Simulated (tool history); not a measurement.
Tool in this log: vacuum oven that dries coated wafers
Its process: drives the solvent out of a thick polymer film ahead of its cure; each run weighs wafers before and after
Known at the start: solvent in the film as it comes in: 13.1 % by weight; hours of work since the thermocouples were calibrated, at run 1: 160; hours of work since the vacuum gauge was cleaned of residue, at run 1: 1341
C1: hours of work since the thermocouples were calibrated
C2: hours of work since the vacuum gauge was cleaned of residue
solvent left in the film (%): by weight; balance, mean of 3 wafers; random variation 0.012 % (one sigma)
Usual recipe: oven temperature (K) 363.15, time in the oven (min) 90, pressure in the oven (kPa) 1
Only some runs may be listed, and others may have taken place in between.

Run 1, hour 0: usual settings; C1 160; C2 1341. Result: solvent left in the film (%) 1.35.
Run 2, hour 32: usual settings; C1 181; C2 1363. Result: solvent left in the film (%) 1.36.
Run 3, hour 75.7: usual settings but pressure in the oven (kPa) 1.07; C1 210; C2 1392. Result: solvent left in the film (%) 1.36.
Run 4, hour 109: usual settings but pressure in the oven (kPa) 1.07; C1 233; C2 1414. Result: solvent left in the film (%) 1.36.
Run 5, hour 164.6: usual settings but pressure in the oven (kPa) 1.07; C1 270; C2 1451. Result: solvent left in the film (%) 1.35.
Run 6, hour 210.8: usual settings but pressure in the oven (kPa) 1.07; C1 301; C2 1482. Result: solvent left in the film (%) 1.36.
Run 7, hour 265.9: usual settings but time in the oven (min) 161; C1 338; C2 1519. Result: solvent left in the film (%) 0.41.
Run 8, hour 315.6: usual settings but time in the oven (min) 161; C1 371; C2 1553. Result: solvent left in the film (%) 0.4.
Run 9, hour 344.8: usual settings but oven temperature (K) 364.15, time in the oven (min) 161; C1 390; C2 1572. Result: solvent left in the film (%) 0.38.
Run 10, hour 385.9: usual settings but oven temperature (K) 349.15, time in the oven (min) 161; C1 418; C2 1600. Result: solvent left in the film (%) 1.64.
Run 11, hour 421.8: usual settings; C1 442; C2 1624. Result: solvent left in the film (%) 1.34.
Run 12, hour 444.8: usual settings; C1 457; C2 1639. Result: solvent left in the film (%) 1.35.
Run 13, hour 476: usual settings; C1 478; C2 1660. Result: solvent left in the film (%) 1.33.
Run 14, hour 509.9: usual settings; C1 501; C2 1682. Result: solvent left in the film (%) 1.32.
Run 15, hour 548.6: usual settings; C1 527; C2 1708. Result: solvent left in the film (%) 1.36.
Run 16, hour 602.5: usual settings; C1 563; C2 1744. Result: solvent left in the film (%) 1.32.
Run 17, hour 649.2: usual settings but pressure in the oven (kPa) 1.88; C1 594; C2 1776. Result: solvent left in the film (%) 1.5.
Run 18, hour 682.4: usual settings but pressure in the oven (kPa) 1.88; C1 616; C2 1798. Result: solvent left in the film (%) 1.5.
Run 19, hour 715.1: usual settings but pressure in the oven (kPa) 2.62; C1 638; C2 1820. Result: solvent left in the film (%) 1.65.
Run 20, hour 752.2: usual settings; C1 663; C2 1845. Result: solvent left in the film (%) 1.35.
Run 21, hour 803.1: usual settings but time in the oven (min) 124; C1 697; C2 1879. Result: solvent left in the film (%) 0.7.
Run 22, hour 846.7: usual settings but oven temperature (K) 367.15, time in the oven (min) 56, pressure in the oven (kPa) 0.53; C1 726; C2 1908. Result: solvent left in the film (%) 2.11.
Run 23, hour 884.7: usual settings but oven temperature (K) 367.15, time in the oven (min) 56, pressure in the oven (kPa) 0.53; C1 751; C2 1933. Result: solvent left in the film (%) 2.11.
Run 24, hour 930.7: usual settings but oven temperature (K) 376.15, time in the oven (min) 56, pressure in the oven (kPa) 0.53; C1 782; C2 1964. Result: solvent left in the film (%) 1.
Run 25, hour 981: usual settings but oven temperature (K) 376.15, time in the oven (min) 56, pressure in the oven (kPa) 0.53; C1 816; C2 1998. Result: solvent left in the film (%) 1.01.
Run 26, hour 1008.3: usual settings but oven temperature (K) 376.15, time in the oven (min) 56, pressure in the oven (kPa) 1.11; C1 834; C2 2016. Result: solvent left in the film (%) 1.09.
Run 27, hour 1036.1: usual settings but oven temperature (K) 369.15, time in the oven (min) 111, pressure in the oven (kPa) 2.21; C1 853; C2 2034. Result: solvent left in the film (%) 0.7.
Run 28, hour 1087.1: usual settings but oven temperature (K) 369.15, time in the oven (min) 111, pressure in the oven (kPa) 2.21; C1 887; C2 2069. Result: solvent left in the film (%) 0.67.
Run 29, hour 1127.7: usual settings but oven temperature (K) 351.15, time in the oven (min) 75; C1 914; C2 2096. Result: solvent left in the film (%) 3.87.
Run 30, hour 1183.2: usual settings but oven temperature (K) 365.15, time in the oven (min) 46, pressure in the oven (kPa) 0.71; C1 951; C2 2133. Result: solvent left in the film (%) 3.16.
Run 31, hour 1225.5: usual settings but time in the oven (min) 76; C1 979; C2 2161. Result: solvent left in the film (%) 1.82.
Run 32, hour 1272.4: usual settings but oven temperature (K) 352.15, time in the oven (min) 49, pressure in the oven (kPa) 1.5; C1 1011; C2 2192. Result: solvent left in the film (%) 5.37.
Run 33, hour 1301.3: usual settings but oven temperature (K) 378.15, time in the oven (min) 66, pressure in the oven (kPa) 1.39; C1 1030; C2 2212. Result: solvent left in the film (%) 0.65.
Run 34, hour 1335.5: usual settings but oven temperature (K) 378.15, time in the oven (min) 69, pressure in the oven (kPa) 2.21; C1 1053; C2 2235. Result: solvent left in the film (%) 0.7.
Run 35, hour 1365.7: usual settings but time in the oven (min) 106; C1 1073; C2 2255. Result: solvent left in the film (%) 0.97.
Run 36, hour 1395.1: usual settings but oven temperature (K) 349.15, time in the oven (min) 125, pressure in the oven (kPa) 1.08; C1 1093; C2 2275. Result: solvent left in the film (%) 2.41.
Run 37, hour 1448.2: usual settings but time in the oven (min) 73; C1 1128; C2 2310. Result: solvent left in the film (%) 1.92.
Run 38, hour 1474.3: usual settings but pressure in the oven (kPa) 0.77; C1 1146; C2 2328. Result: solvent left in the film (%) 1.28.
Run 39, hour 1501.4: usual settings but oven temperature (K) 372.15, time in the oven (min) 45, pressure in the oven (kPa) 1.63; C1 1164; C2 2346. Result: solvent left in the film (%) 2.27.
Run 40, hour 1531.2: usual settings but time in the oven (min) 143, pressure in the oven (kPa) 0.51; C1 1184; C2 2366. Result: solvent left in the film (%) 0.42.
Run 41, hour 1587.2: usual settings but oven temperature (K) 356.15, time in the oven (min) 100, pressure in the oven (kPa) 2.14; C1 1221; C2 2403. Result: solvent left in the film (%) 2.26.

Here are 5 independent what-if runs from the current tool condition. What would each one return?
Run A, hour 1612.7: usual settings but oven temperature (K) 350.15, time in the oven (min) 54, pressure in the oven (kPa) 0.99; C1 1238; C2 2420. Result: solvent left in the film (%) ?.
Run B, hour 1612.7: usual settings but pressure in the oven (kPa) 1.88; C1 1238; C2 2420. Result: solvent left in the film (%) ?.
Run C, hour 1612.7: usual settings but oven temperature (K) 371.15, time in the oven (min) 59, pressure in the oven (kPa) 2.97; C1 1238; C2 2420. Result: solvent left in the film (%) ?.
Run D, hour 1612.7: usual settings but oven temperature (K) 351.15, time in the oven (min) 71, pressure in the oven (kPa) 1.38; C1 1238; C2 2420. Result: solvent left in the film (%) ?.
Run E, hour 1612.7: usual settings but pressure in the oven (kPa) 1.44; C1 1238; C2 2420. Result: solvent left in the film (%) ?.

run  solvent left in the film (%)
  A                          5.29
  B                          1.53
  C                           1.8
  D                          4.17
  E                          1.44
With the hidden condition removed and each run's random variation left untouched, the same runs would have given:
run  solvent left in the film (%)
  A                          5.29
  B                          1.53
  C                           1.8
  D                          4.17
  E                          1.44
